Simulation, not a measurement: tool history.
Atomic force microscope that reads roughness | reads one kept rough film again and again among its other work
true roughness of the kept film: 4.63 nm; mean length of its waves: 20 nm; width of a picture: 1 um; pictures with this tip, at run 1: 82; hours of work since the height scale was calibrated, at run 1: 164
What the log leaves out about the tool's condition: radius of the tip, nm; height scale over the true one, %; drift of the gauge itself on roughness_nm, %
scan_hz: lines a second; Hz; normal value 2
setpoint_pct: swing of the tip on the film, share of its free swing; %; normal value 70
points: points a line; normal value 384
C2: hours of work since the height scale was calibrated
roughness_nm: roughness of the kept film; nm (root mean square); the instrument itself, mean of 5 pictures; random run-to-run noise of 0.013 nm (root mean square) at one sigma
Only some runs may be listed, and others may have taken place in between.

run 1 day=0 | scan_hz=2 setpoint_pct=70 points=384 | pictures_with_this_tip=82 C2=164 | roughness_nm=2.599
run 2 day=0.333 | scan_hz=2 setpoint_pct=70 points=384 | pictures_with_this_tip=91 C2=169 | roughness_nm=2.565
run 3 day=0.862 | scan_hz=2 setpoint_pct=70 points=384 | pictures_with_this_tip=105 C2=176 | roughness_nm=2.498
run 4 day=1.112 | scan_hz=2 setpoint_pct=70 points=384 | pictures_with_this_tip=111 C2=180 | roughness_nm=2.46
run 5 day=1.65 | scan_hz=2.37 setpoint_pct=70 points=384 | pictures_with_this_tip=125 C2=187 | roughness_nm=2.362
run 6 day=2.175 | scan_hz=2.37 setpoint_pct=70 points=384 | pictures_with_this_tip=139 C2=195 | roughness_nm=2.298
run 7 day=2.6 | scan_hz=2 setpoint_pct=70 points=294 | pictures_with_this_tip=150 C2=200 | roughness_nm=2.276
run 8 day=3.175 | scan_hz=2 setpoint_pct=70 points=294 | pictures_with_this_tip=165 C2=208 | roughness_nm=2.208
run 9 day=3.5 | scan_hz=2 setpoint_pct=70 points=622 | pictures_with_this_tip=173 C2=213 | roughness_nm=2.217
run 10 day=4.058 | scan_hz=2 setpoint_pct=70 points=384 | pictures_with_this_tip=188 C2=221 | roughness_nm=2.152
run 11 day=4.379 | scan_hz=2 setpoint_pct=70 points=384 | pictures_with_this_tip=196 C2=225 | roughness_nm=2.123
run 12 day=4.725 | scan_hz=2 setpoint_pct=70 points=384 | pictures_with_this_tip=205 C2=230 | roughness_nm=2.079
run 13 day=5.062 | scan_hz=2 setpoint_pct=63 points=384 | pictures_with_this_tip=214 C2=235 | roughness_nm=2.127
run 14 day=5.65 | scan_hz=0.51 setpoint_pct=63 points=384 | pictures_with_this_tip=230 C2=243 | roughness_nm=2.175
run 15 day=6.1 | scan_hz=1.37 setpoint_pct=70 points=384 | pictures_with_this_tip=241 C2=249 | roughness_nm=2.036
run 16 day=6.679 | scan_hz=3.41 setpoint_pct=70 points=384 | pictures_with_this_tip=256 C2=257 | roughness_nm=1.809
run 17 day=6.958 | scan_hz=2 setpoint_pct=70 points=384 | pictures_with_this_tip=264 C2=261 | roughness_nm=1.896
run 18 day=7.392 | scan_hz=2 setpoint_pct=70 points=384 | pictures_with_this_tip=275 C2=267 | roughness_nm=1.875
run 19 day=7.9 | scan_hz=2 setpoint_pct=84 points=384 | pictures_with_this_tip=288 C2=274 | roughness_nm=1.671
run 20 day=8.342 | scan_hz=2 setpoint_pct=90 points=278 | pictures_with_this_tip=300 C2=281 | roughness_nm=1.538
run 21 day=8.7 | scan_hz=3.72 setpoint_pct=70 points=321 | pictures_with_this_tip=309 C2=286 | roughness_nm=1.638
run 22 day=9.112 | scan_hz=2 setpoint_pct=70 points=384 | pictures_with_this_tip=320 C2=291 | roughness_nm=1.764
run 23 day=9.367 | scan_hz=0.61 setpoint_pct=81 points=384 | pictures_with_this_tip=327 C2=295 | roughness_nm=1.814
run 24 day=9.625 | scan_hz=0.61 setpoint_pct=81 points=384 | pictures_with_this_tip=333 C2=299 | roughness_nm=1.829
-- day=9.692 new tip fitted
run 25 day=9.933 | scan_hz=3.64 setpoint_pct=81 points=289 | pictures_with_this_tip=6 C2=303 | roughness_nm=2.454
run 26 day=10.258 | scan_hz=0.61 setpoint_pct=79 points=289 | pictures_with_this_tip=14 C2=307 | roughness_nm=3.038
run 27 day=10.854 | scan_hz=1.25 setpoint_pct=86 points=384 | pictures_with_this_tip=30 C2=315 | roughness_nm=2.749
run 28 day=11.283 | scan_hz=1.25 setpoint_pct=86 points=384 | pictures_with_this_tip=41 C2=321 | roughness_nm=2.667
run 29 day=11.817 | scan_hz=0.6 setpoint_pct=70 points=384 | pictures_with_this_tip=55 C2=329 | roughness_nm=2.882
run 30 day=12.367 | scan_hz=2 setpoint_pct=70 points=274 | pictures_with_this_tip=69 C2=337 | roughness_nm=2.566
run 31 day=12.662 | scan_hz=2 setpoint_pct=86 points=311 | pictures_with_this_tip=77 C2=341 | roughness_nm=2.29
run 32 day=12.971 | scan_hz=2 setpoint_pct=58 points=311 | pictures_with_this_tip=85 C2=345 | roughness_nm=2.63
run 33 day=13.321 | scan_hz=2.37 setpoint_pct=58 points=384 | pictures_with_this_tip=94 C2=350 | roughness_nm=2.594
run 34 day=13.667 | scan_hz=2 setpoint_pct=80 points=280 | pictures_with_this_tip=103 C2=355 | roughness_nm=2.277
run 35 day=14.154 | scan_hz=2.29 setpoint_pct=79 points=280 | pictures_with_this_tip=116 C2=362 | roughness_nm=2.178
run 36 day=14.529 | scan_hz=0.64 setpoint_pct=73 points=564 | pictures_with_this_tip=126 C2=367 | roughness_nm=2.51
run 37 day=15.088 | scan_hz=2 setpoint_pct=56 points=280 | pictures_with_this_tip=141 C2=375 | roughness_nm=2.383
run 38 day=15.608 | scan_hz=1.03 setpoint_pct=79 points=545 | pictures_with_this_tip=154 C2=382 | roughness_nm=2.279

Hidden condition of the tool, last listed run before each entry between runs versus first listed run after:
Logged between run 24 and run 25: new tip fitted (day 9.692)
  radius of the tip, nm: 30.7 -> 8.5; height scale over the true one, %: 0.41 -> 0.42
  the result without the hidden state subtracted from the measured one, roughness_nm: -1.481 -> -0.113 nm (root mean square)

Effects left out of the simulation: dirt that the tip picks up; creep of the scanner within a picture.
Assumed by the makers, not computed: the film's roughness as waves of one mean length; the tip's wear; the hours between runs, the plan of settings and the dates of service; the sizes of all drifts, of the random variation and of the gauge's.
